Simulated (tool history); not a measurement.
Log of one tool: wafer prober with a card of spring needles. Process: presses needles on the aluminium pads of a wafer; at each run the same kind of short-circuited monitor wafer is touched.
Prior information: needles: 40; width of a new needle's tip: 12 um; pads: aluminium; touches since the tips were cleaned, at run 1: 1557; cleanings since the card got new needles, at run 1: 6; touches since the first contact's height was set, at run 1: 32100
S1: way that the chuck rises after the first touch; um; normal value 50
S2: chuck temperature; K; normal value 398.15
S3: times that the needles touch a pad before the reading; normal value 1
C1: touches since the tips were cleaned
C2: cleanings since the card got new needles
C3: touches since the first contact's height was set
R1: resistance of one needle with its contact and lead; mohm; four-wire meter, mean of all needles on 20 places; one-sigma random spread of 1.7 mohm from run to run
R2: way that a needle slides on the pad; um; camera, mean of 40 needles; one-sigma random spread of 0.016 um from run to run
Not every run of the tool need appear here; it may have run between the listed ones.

{"run": 1, "hour": 0.0, "S1": 50, "S2": 398.15, "S3": 1, "C1": 1557, "C2": 6, "C3": 32100, "R1": 197, "R2": 9.72}
{"run": 2, "hour": 9.1, "S1": 50, "S2": 398.15, "S3": 1, "C1": 3583, "C2": 6, "C3": 34126, "R1": 208, "R2": 9.69}
{"hour": 12.9, "done": "tips cleaned on abrasive film"}
{"run": 3, "hour": 13.9, "S1": 50, "S2": 398.15, "S3": 1, "C1": 228, "C2": 7, "C3": 35181, "R1": 185, "R2": 9.71}
{"run": 4, "hour": 21.4, "S1": 50, "S2": 398.15, "S3": 2, "C1": 1901, "C2": 7, "C3": 36854, "R1": 190, "R2": 9.71}
{"run": 5, "hour": 25.5, "S1": 50, "S2": 398.15, "S3": 2, "C1": 2807, "C2": 7, "C3": 37760, "R1": 196, "R2": 9.69}
{"hour": 33.3, "done": "tips cleaned on abrasive film"}
{"run": 6, "hour": 34.9, "S1": 50, "S2": 398.15, "S3": 2, "C1": 350, "C2": 8, "C3": 39833, "R1": 187, "R2": 9.7}
{"run": 7, "hour": 40.1, "S1": 50, "S2": 398.15, "S3": 1, "C1": 1519, "C2": 8, "C3": 41002, "R1": 197, "R2": 9.7}
{"run": 8, "hour": 47.9, "S1": 59, "S2": 398.15, "S3": 1, "C1": 3251, "C2": 8, "C3": 42734, "R1": 200, "R2": 11.44}
{"hour": 53.2, "done": "tips cleaned on abrasive film"}
{"run": 9, "hour": 53.5, "S1": 46, "S2": 398.15, "S3": 1, "C1": 70, "C2": 9, "C3": 43971, "R1": 184, "R2": 8.9}
{"run": 10, "hour": 58.6, "S1": 50, "S2": 398.15, "S3": 3, "C1": 1195, "C2": 9, "C3": 45096, "R1": 187, "R2": 9.66}
{"run": 11, "hour": 65.4, "S1": 41, "S2": 398.15, "S3": 1, "C1": 2715, "C2": 9, "C3": 46616, "R1": 218, "R2": 7.9}
{"hour": 73.1, "done": "tips cleaned on abrasive film"}
{"run": 12, "hour": 75.0, "S1": 41, "S2": 398.15, "S3": 1, "C1": 419, "C2": 10, "C3": 48738, "R1": 193, "R2": 7.87}
{"run": 13, "hour": 81.5, "S1": 41, "S2": 398.15, "S3": 1, "C1": 1877, "C2": 10, "C3": 50196, "R1": 214, "R2": 7.93}
{"run": 14, "hour": 87.2, "S1": 41, "S2": 398.15, "S3": 1, "C1": 3150, "C2": 10, "C3": 51469, "R1": 225, "R2": 7.9}
{"hour": 93.3, "done": "tips cleaned on abrasive film"}
{"run": 15, "hour": 93.3, "S1": 50, "S2": 398.15, "S3": 1, "C1": 0, "C2": 11, "C3": 52796, "R1": 179, "R2": 9.66}
{"run": 16, "hour": 99.1, "S1": 50, "S2": 302.15, "S3": 1, "C1": 1296, "C2": 11, "C3": 54092, "R1": 180, "R2": 9.68}
{"run": 17, "hour": 106.9, "S1": 50, "S2": 398.15, "S3": 1, "C1": 3027, "C2": 11, "C3": 55823, "R1": 208, "R2": 9.66}
{"run": 18, "hour": 111.9, "S1": 51, "S2": 355.15, "S3": 1, "C1": 4156, "C2": 11, "C3": 56952, "R1": 204, "R2": 9.85}
{"hour": 113.3, "done": "tips cleaned on abrasive film"}
{"run": 19, "hour": 117.6, "S1": 58, "S2": 326.15, "S3": 2, "C1": 944, "C2": 12, "C3": 58185, "R1": 168, "R2": 11.22}
{"run": 20, "hour": 127.6, "S1": 59, "S2": 326.15, "S3": 2, "C1": 3184, "C2": 12, "C3": 60425, "R1": 183, "R2": 11.42}
{"hour": 133.3, "done": "tips cleaned on abrasive film"}
{"run": 21, "hour": 134.1, "S1": 59, "S2": 326.15, "S3": 2, "C1": 188, "C2": 13, "C3": 61862, "R1": 166, "R2": 11.39}
{"run": 22, "hour": 141.2, "S1": 59, "S2": 364.15, "S3": 3, "C1": 1770, "C2": 13, "C3": 63444, "R1": 176, "R2": 11.38}
{"hour": 150.0, "done": "height of the first contact set anew"}
{"run": 23, "hour": 150.0, "S1": 49, "S2": 323.15, "S3": 2, "C1": 3668, "C2": 13, "C3": 0, "R1": 192, "R2": 9.37}
{"hour": 153.7, "done": "tips cleaned on abrasive film"}
{"run": 24, "hour": 157.9, "S1": 49, "S2": 305.15, "S3": 1, "C1": 927, "C2": 14, "C3": 1730, "R1": 182, "R2": 9.39}
{"run": 25, "hour": 162.3, "S1": 59, "S2": 304.15, "S3": 1, "C1": 1910, "C2": 14, "C3": 2713, "R1": 180, "R2": 11.35}
{"run": 26, "hour": 171.0, "S1": 55, "S2": 304.15, "S3": 3, "C1": 3848, "C2": 14, "C3": 4651, "R1": 175, "R2": 10.58}
{"hour": 173.8, "done": "tips cleaned on abrasive film"}
{"run": 27, "hour": 177.0, "S1": 55, "S2": 304.15, "S3": 3, "C1": 727, "C2": 15, "C3": 5975, "R1": 163, "R2": 10.59}
{"run": 28, "hour": 183.3, "S1": 55, "S2": 304.15, "S3": 3, "C1": 2135, "C2": 15, "C3": 7383, "R1": 168, "R2": 10.54}
{"run": 29, "hour": 193.2, "S1": 50, "S2": 303.15, "S3": 1, "C1": 4334, "C2": 15, "C3": 9582, "R1": 200, "R2": 9.56}
{"hour": 194.2, "done": "tips cleaned on abrasive film"}
{"hour": 199.0, "done": "height of the first contact set anew, once more"}
{"run": 30, "hour": 200.5, "S1": 50, "S2": 398.15, "S3": 2, "C1": 1357, "C2": 16, "C3": 342, "R1": 188, "R2": 9.79}
{"run": 31, "hour": 209.2, "S1": 50, "S2": 398.15, "S3": 2, "C1": 3280, "C2": 16, "C3": 2265, "R1": 196, "R2": 9.76}
{"hour": 214.3, "done": "tips cleaned on abrasive film"}
{"run": 32, "hour": 218.8, "S1": 69, "S2": 336.15, "S3": 2, "C1": 991, "C2": 17, "C3": 4388, "R1": 172, "R2": 13.46}
{"run": 33, "hour": 225.3, "S1": 33, "S2": 398.15, "S3": 1, "C1": 2449, "C2": 17, "C3": 5846, "R1": 239, "R2": 6.41}

Run 34 is up next; what results do you expect?
{"hour": 234.7, "done": "tips cleaned on abrasive film"}
{"run": 34, "hour": 235.1, "S1": 41, "S2": 398.15, "S3": 1, "C1": 69, "C2": 18, "C3": 7995, "R1": "?", "R2": "?"}

{"run 34": {"R1": 186, "R2": 7.97}}
If the tool had no hidden condition, the same run with the same run-to-run variation would have returned R1 181 mohm, R2 7.99 um.
